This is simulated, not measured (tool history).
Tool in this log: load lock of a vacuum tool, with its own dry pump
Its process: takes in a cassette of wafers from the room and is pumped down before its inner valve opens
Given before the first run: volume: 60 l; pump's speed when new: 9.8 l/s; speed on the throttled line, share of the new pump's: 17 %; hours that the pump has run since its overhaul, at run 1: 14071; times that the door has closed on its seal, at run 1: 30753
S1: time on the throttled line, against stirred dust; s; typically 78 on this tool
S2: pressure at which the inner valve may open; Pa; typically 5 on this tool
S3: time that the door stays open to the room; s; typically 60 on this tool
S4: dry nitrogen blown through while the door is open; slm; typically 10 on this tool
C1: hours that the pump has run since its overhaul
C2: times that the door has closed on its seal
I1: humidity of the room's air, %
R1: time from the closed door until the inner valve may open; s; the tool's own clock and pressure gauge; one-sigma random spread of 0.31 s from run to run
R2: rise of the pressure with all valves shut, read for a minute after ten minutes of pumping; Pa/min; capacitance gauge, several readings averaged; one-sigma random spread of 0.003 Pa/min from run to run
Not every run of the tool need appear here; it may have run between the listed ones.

| run | hour | S1 | S2 | S3 | S4 | C1 | C2 | I1 | R1 | R2 |
|---|---|---|---|---|---|---|---|---|---|---|
| 1 | 0.0 | 78 | 5 | 60 | 10 | 14071 | 30753 | 42.5 | 130.9 | 0.125 |
| 2 | 262.3 | 78 | 5 | 60 | 10 | 14333 | 31495 | 46.8 | 131.3 | 0.139 |
| 3 | 556.3 | 78 | 5 | 60 | 10 | 14627 | 32328 | 45.6 | 130.6 | 0.140 |
| 4 | 768.4 | 78 | 5 | 60 | 10 | 14839 | 32928 | 41.0 | 131.1 | 0.137 |
| 5 | 970.1 | 78 | 5 | 83 | 10 | 15041 | 33499 | 46.7 | 131.3 | 0.147 |
| 6 | 1306.4 | 78 | 5 | 83 | 10 | 15377 | 34452 | 46.7 | 131.7 | 0.153 |
| 7 | 1564.2 | 66 | 5 | 60 | 10 | 15635 | 35182 | 43.3 | 122.2 | 0.148 |
| 8 | 1853.3 | 78 | 5 | 60 | 10 | 15924 | 36001 | 47.2 | 131.9 | 0.161 |
| 9 | 1992.1 | 78 | 5 | 60 | 10 | 16063 | 36394 | 48.0 | 132.0 | 0.156 |
| 10 | 2273.4 | 78 | 5 | 60 | 10 | 16344 | 37190 | 43.9 | 131.8 | 0.158 |
| 11 | 2509.7 | 78 | 5 | 60 | 10 | 16581 | 37859 | 47.1 | 131.8 | 0.165 |
| 12 | 2793.3 | 78 | 5 | 60 | 10 | 16864 | 38662 | 46.1 | 132.9 | 0.174 |
| 13 | 2995.0 | 78 | 5 | 60 | 10 | 17066 | 39233 | 45.9 | 132.1 | 0.175 |
| 14 | 3201.4 | 78 | 5 | 60 | 10 | 17272 | 39818 | 44.3 | 132.2 | 0.179 |
| 15 | 3414.8 | 78 | 8 | 60 | 10 | 17486 | 40422 | 46.7 | 129.2 | 0.173 |
| 16 | 3743.3 | 78 | 8 | 60 | 10 | 17814 | 41352 | 43.6 | 129.4 | 0.178 |
| 17 | 4053.8 | 78 | 5 | 60 | 10 | 18125 | 42232 | 46.1 | 133.7 | 0.187 |
| 18 | 4380.9 | 78 | 9 | 60 | 10 | 18452 | 43158 | 49.2 | 127.8 | 0.199 |
| 19 | 4689.5 | 78 | 4 | 110 | 10 | 18760 | 44032 | 45.6 | 135.0 | 0.207 |
| 20 | 4883.5 | 118 | 8 | 110 | 10 | 18954 | 44581 | 48.0 | 161.6 | 0.214 |
|  | 4935.6 | dry pump taken out, an overhauled one fitted |
| 21 | 5161.5 | 83 | 6 | 62 | 10 | 226 | 45351 | 44.7 | 129.1 | 0.203 |
| 22 | 5450.1 | 72 | 4 | 194 | 7 | 515 | 46168 | 44.5 | 123.2 | 0.237 |
| 23 | 5719.0 | 72 | 4 | 194 | 7 | 783 | 46930 | 46.8 | 122.8 | 0.240 |
| 24 | 5986.5 | 78 | 6 | 60 | 10 | 1051 | 47687 | 42.8 | 124.7 | 0.210 |
| 25 | 6140.0 | 78 | 6 | 60 | 10 | 1204 | 48122 | 41.4 | 125.5 | 0.215 |
| 26 | 6419.3 | 78 | 6 | 60 | 10 | 1484 | 48913 | 47.7 | 125.4 | 0.224 |
| 27 | 6757.3 | 78 | 6 | 60 | 10 | 1822 | 49870 | 48.1 | 125.4 | 0.228 |
| 28 | 6938.5 | 124 | 7 | 141 | 37 | 2003 | 50383 | 41.8 | 162.0 | 0.217 |
| 29 | 7237.5 | 124 | 7 | 141 | 37 | 2302 | 51230 | 43.4 | 161.7 | 0.228 |
| 30 | 7462.7 | 78 | 8 | 75 | 10 | 2527 | 51867 | 42.9 | 123.3 | 0.231 |
| 31 | 7624.7 | 78 | 8 | 75 | 10 | 2689 | 52326 | 45.6 | 123.2 | 0.244 |
| 32 | 7905.7 | 78 | 8 | 75 | 10 | 2970 | 53122 | 44.6 | 123.9 | 0.240 |
| 33 | 8060.4 | 78 | 8 | 75 | 10 | 3125 | 53560 | 48.2 | 123.7 | 0.251 |
| 34 | 8334.7 | 78 | 8 | 75 | 10 | 3399 | 54337 | 49.0 | 124.0 | 0.259 |
| 35 | 8529.1 | 53 | 5 | 60 | 34 | 3593 | 54887 | 46.6 | 106.5 | 0.243 |
| 36 | 8816.7 | 63 | 5 | 60 | 10 | 3881 | 55702 | 48.3 | 114.8 | 0.264 |

Same runs, no hidden state in the tool, same run-to-run variation:
Hidden conditions of the tool in this case: pump's speed, % of a new pump's; leak at the door's seal, Pa l/s; drift of the gauge itself on ready_s, %; drift of the gauge itself on rise_pa_min, %.
| run | R1 | R2 |
|---|---|---|
| 1 | 126.1 | 0.045 |
| 2 | 126.5 | 0.057 |
| 3 | 125.7 | 0.054 |
| 4 | 126.0 | 0.047 |
| 5 | 126.2 | 0.055 |
| 6 | 126.4 | 0.058 |
| 7 | 116.6 | 0.048 |
| 8 | 126.4 | 0.058 |
| 9 | 126.5 | 0.052 |
| 10 | 126.2 | 0.050 |
| 11 | 126.0 | 0.054 |
| 12 | 127.0 | 0.058 |
| 13 | 126.1 | 0.057 |
| 14 | 126.1 | 0.058 |
| 15 | 123.4 | 0.051 |
| 16 | 123.4 | 0.051 |
| 17 | 127.2 | 0.055 |
| 18 | 121.7 | 0.059 |
| 19 | 127.9 | 0.064 |
| 20 | 156.1 | 0.068 |
| 21 | 129.4 | 0.054 |
| 22 | 123.4 | 0.084 |
| 23 | 123.0 | 0.082 |
| 24 | 124.8 | 0.050 |
| 25 | 125.4 | 0.050 |
| 26 | 125.3 | 0.056 |
| 27 | 125.2 | 0.054 |
| 28 | 161.7 | 0.039 |
| 29 | 161.3 | 0.045 |
| 30 | 122.8 | 0.051 |
| 31 | 122.7 | 0.055 |
| 32 | 123.3 | 0.051 |
| 33 | 123.1 | 0.060 |
| 34 | 123.2 | 0.062 |
| 35 | 105.4 | 0.037 |
| 36 | 113.7 | 0.057 |

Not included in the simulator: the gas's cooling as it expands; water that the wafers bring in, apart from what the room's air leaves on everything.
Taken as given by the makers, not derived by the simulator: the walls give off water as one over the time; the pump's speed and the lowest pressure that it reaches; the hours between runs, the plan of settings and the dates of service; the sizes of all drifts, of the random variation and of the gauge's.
